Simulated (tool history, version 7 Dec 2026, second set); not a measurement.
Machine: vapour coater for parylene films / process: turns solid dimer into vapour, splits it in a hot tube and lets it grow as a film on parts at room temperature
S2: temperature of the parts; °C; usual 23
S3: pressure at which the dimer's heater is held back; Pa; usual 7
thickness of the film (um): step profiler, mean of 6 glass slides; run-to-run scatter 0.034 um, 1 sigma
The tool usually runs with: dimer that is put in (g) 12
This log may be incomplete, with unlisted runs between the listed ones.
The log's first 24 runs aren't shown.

Run 25, day 12.85: usual settings but S2 20 °C. Result: thickness of the film (um) 4.
Run 26, day 13.238: usual settings but S2 20 °C. Result: thickness of the film (um) 3.95.
Run 27, day 13.862: usual settings but S2 20 °C. Result: thickness of the film (um) 3.96.
Run 28, day 14.154: usual settings but S2 20 °C. Result: thickness of the film (um) 4.04.
Run 29, day 14.767: usual settings but dimer that is put in (g) 19, S2 24 °C, S3 3.6 Pa. Result: thickness of the film (um) 5.81.
Run 30, day 15.2: usual settings but dimer that is put in (g) 6, S2 17 °C. Result: thickness of the film (um) 2.32.
Run 31, day 15.604: usual settings but dimer that is put in (g) 6, S2 17 °C. Result: thickness of the film (um) 2.3.
Run 32, day 16.258: usual settings but dimer that is put in (g) 6, S2 17 °C. Result: thickness of the film (um) 2.23.
Run 33, day 16.912: usual settings but dimer that is put in (g) 6, S2 17 °C. Result: thickness of the film (um) 2.29.
Run 34, day 17.392: usual settings but dimer that is put in (g) 8, S2 17 °C, S3 3.06 Pa. Result: thickness of the film (um) 3.5.
Run 35, day 17.679: usual settings but S2 21 °C, S3 5.19 Pa. Result: thickness of the film (um) 4.01.
Run 36, day 18.217: usual settings but dimer that is put in (g) 19, S3 4.17 Pa. Result: thickness of the film (um) 5.89.
Run 37, day 18.762: usual settings but dimer that is put in (g) 16, S2 22 °C, S3 3.53 Pa. Result: thickness of the film (um) 5.43.
Run 38, day 19.429: usual settings but dimer that is put in (g) 5, S2 34 °C, S3 2.44 Pa. Result: thickness of the film (um) 1.02.
Run 39, day 19.862: usual settings but dimer that is put in (g) 21, S3 2.01 Pa. Result: thickness of the film (um) 7.41.

4 options for the next run, each taken on its own from the tool as it stands now. Forecast them:
Run A, day 20.392: usual settings but dimer that is put in (g) 11, S2 29 °C, S3 2.01 Pa. Result: thickness of the film (um) ?.
Run B, day 20.392: usual settings but dimer that is put in (g) 21, S3 2.48 Pa. Result: thickness of the film (um) ?.
Run C, day 20.392: usual settings but dimer that is put in (g) 16, S2 32 °C, S3 2.49 Pa. Result: thickness of the film (um) ?.
Run D, day 20.392: usual settings but dimer that is put in (g) 11, S2 17 °C, S3 3.53 Pa. Result: thickness of the film (um) ?.

run  thickness of the film (um)
  A                        2.98
  B                         7.1
  C                        3.53
  D                        4.71
With no hidden state in the tool, these same runs would have given:
run  thickness of the film (um)
  A                        2.99
  B                        7.14
  C                        3.55
  D                        4.74
